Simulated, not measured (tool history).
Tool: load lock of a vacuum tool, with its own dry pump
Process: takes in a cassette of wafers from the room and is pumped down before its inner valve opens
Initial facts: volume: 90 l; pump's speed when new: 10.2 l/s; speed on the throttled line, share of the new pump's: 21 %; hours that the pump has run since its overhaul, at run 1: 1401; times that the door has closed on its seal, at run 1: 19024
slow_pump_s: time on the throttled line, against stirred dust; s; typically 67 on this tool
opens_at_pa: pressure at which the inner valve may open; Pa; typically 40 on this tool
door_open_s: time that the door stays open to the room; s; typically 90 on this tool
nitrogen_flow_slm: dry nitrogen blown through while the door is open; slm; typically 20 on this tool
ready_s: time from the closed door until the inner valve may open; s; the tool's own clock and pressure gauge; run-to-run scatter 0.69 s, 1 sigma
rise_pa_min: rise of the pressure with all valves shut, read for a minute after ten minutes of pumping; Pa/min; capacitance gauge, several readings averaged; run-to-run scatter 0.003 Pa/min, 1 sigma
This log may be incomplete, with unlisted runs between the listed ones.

| run | hour | slow_pump_s | opens_at_pa | door_open_s | nitrogen_flow_slm | hours that the pump has run since its overhaul | times that the door has closed on its seal | incoming humidity of the room's air, % | ready_s | rise_pa_min |
|---|---|---|---|---|---|---|---|---|---|---|
| 1 | 0 | 67 | 40 | 90 | 20 | 1401 | 19024 | 43 | 123 | 0.136 |
| 2 | 324.1 | 67 | 40 | 90 | 20 | 1725 | 19428 | 43.7 | 123.5 | 0.138 |
| 3 | 498.5 | 67 | 40 | 90 | 20 | 1900 | 19645 | 44.9 | 122 | 0.147 |
| 4 | 680.8 | 67 | 40 | 90 | 20 | 2082 | 19872 | 47.5 | 123.5 | 0.144 |
| 5 | 992.7 | 67 | 40 | 90 | 20 | 2394 | 20261 | 50.3 | 123.1 | 0.149 |
| 6 | 1182.6 | 67 | 55 | 90 | 20 | 2584 | 20498 | 45.5 | 120.4 | 0.147 |
| 7 | 1466.3 | 67 | 40 | 90 | 20 | 2868 | 20851 | 45.6 | 121.8 | 0.149 |
| 8 | 1835.7 | 67 | 40 | 90 | 20 | 3237 | 21312 | 45.6 | 124.1 | 0.158 |
| 9 | 2149.8 | 67 | 40 | 90 | 20 | 3551 | 21703 | 47.8 | 124.4 | 0.163 |
| 10 | 2313.4 | 67 | 40 | 90 | 20 | 3715 | 21907 | 43 | 124.8 | 0.162 |
| 11 | 2504.2 | 114 | 40 | 90 | 20 | 3906 | 22145 | 42.6 | 161.5 | 0.167 |
| 12 | 2742.6 | 114 | 40 | 90 | 20 | 4144 | 22442 | 46.9 | 159.7 | 0.17 |
| 13 | 2911.3 | 114 | 40 | 90 | 20 | 4313 | 22652 | 46.3 | 163 | 0.172 |
| 14 | 3241.7 | 114 | 40 | 90 | 20 | 4643 | 23064 | 46.2 | 159.7 | 0.172 |
| 15 | 3603.4 | 114 | 40 | 90 | 20 | 5005 | 23515 | 43.9 | 161 | 0.18 |
| 16 | 3975.1 | 67 | 40 | 90 | 23 | 5376 | 23978 | 45 | 124.9 | 0.181 |
| 17 | 4316.9 | 67 | 40 | 90 | 23 | 5718 | 24404 | 46.8 | 126.8 | 0.185 |
|  | 4398.6 | door's seal changed, seat wiped |
| 18 | 4631.6 | 67 | 40 | 90 | 23 | 6031 | 291 | 41.9 | 125.7 | 0.025 |
| 19 | 4853.8 | 67 | 75 | 90 | 20 | 6254 | 568 | 44.7 | 118.9 | 0.032 |
| 20 | 5053.8 | 89 | 37 | 29 | 37 | 6454 | 817 | 48.7 | 145 | 0.016 |
| 21 | 5219.1 | 49 | 62 | 89 | 41 | 6619 | 1023 | 46.6 | 107.9 | 0.032 |
| 22 | 5436.7 | 49 | 32 | 80 | 41 | 6836 | 1294 | 45.1 | 114.4 | 0.026 |
| 23 | 5765.9 | 49 | 32 | 80 | 41 | 7166 | 1705 | 44.4 | 115.1 | 0.027 |
| 24 | 6055.2 | 118 | 40 | 45 | 5 | 7455 | 2065 | 43.3 | 165 | 0.037 |
| 25 | 6443.4 | 118 | 31 | 45 | 5 | 7843 | 2549 | 44.5 | 167.6 | 0.036 |
| 26 | 6670.1 | 118 | 31 | 45 | 5 | 8070 | 2832 | 45.9 | 167.7 | 0.038 |
| 27 | 6974.2 | 118 | 31 | 45 | 5 | 8374 | 3211 | 45.8 | 167.9 | 0.031 |
| 28 | 7202.3 | 118 | 31 | 50 | 36 | 8602 | 3495 | 47.6 | 169.6 | 0.025 |
| 29 | 7542.7 | 133 | 68 | 90 | 20 | 8943 | 3919 | 45.5 | 173.7 | 0.043 |
| 30 | 7896.7 | 133 | 68 | 90 | 20 | 9296 | 4361 | 47 | 173.6 | 0.043 |
| 31 | 8086.2 | 69 | 52 | 75 | 25 | 9486 | 4597 | 46.7 | 127.1 | 0.04 |
| 32 | 8291.6 | 69 | 52 | 75 | 25 | 9691 | 4853 | 45.9 | 126.9 | 0.037 |
| 33 | 8598.3 | 69 | 52 | 29 | 24 | 9998 | 5235 | 44.3 | 125.4 | 0.034 |
| 34 | 8837.6 | 44 | 40 | 204 | 20 | 10237 | 5533 | 41 | 109.8 | 0.053 |
| 35 | 9120 | 50 | 71 | 44 | 20 | 10520 | 5885 | 42.5 | 110.9 | 0.041 |
| 36 | 9342.4 | 89 | 37 | 90 | 8 | 10742 | 6163 | 44.7 | 147.1 | 0.053 |
|  | 9620.1 | dry pump taken out, an overhauled one fitted |
| 37 | 9697.8 | 126 | 52 | 101 | 18 | 78 | 6598 | 43.1 | 166.2 | 0.053 |

What differs in the tool's unlogged condition from the final listed run ahead of each entry between runs to the first listed run following it?
From run 17 to run 18: door's seal changed, seat wiped (hour 4398.6)
  pump's speed, % of a new pump's: 94 -> 93.6; leak at the door's seal, Pa l/s: 0.2427 -> 0.0035
  what was measured, less what the result would be without the hidden state, ready_s: +3.6 -> +3.8 s; rise_pa_min: +0.159 -> +0.001 Pa/min
From run 36 to run 37: dry pump taken out, an overhauled one fitted (hour 9620.1)
  pump's speed, % of a new pump's: 88.2 -> 99; leak at the door's seal, Pa l/s: 0.0314 -> 0.0346
  what was measured, less what the result would be without the hidden state, ready_s: +6.9 -> +0.4 s; rise_pa_min: +0.02 -> +0.022 Pa/min
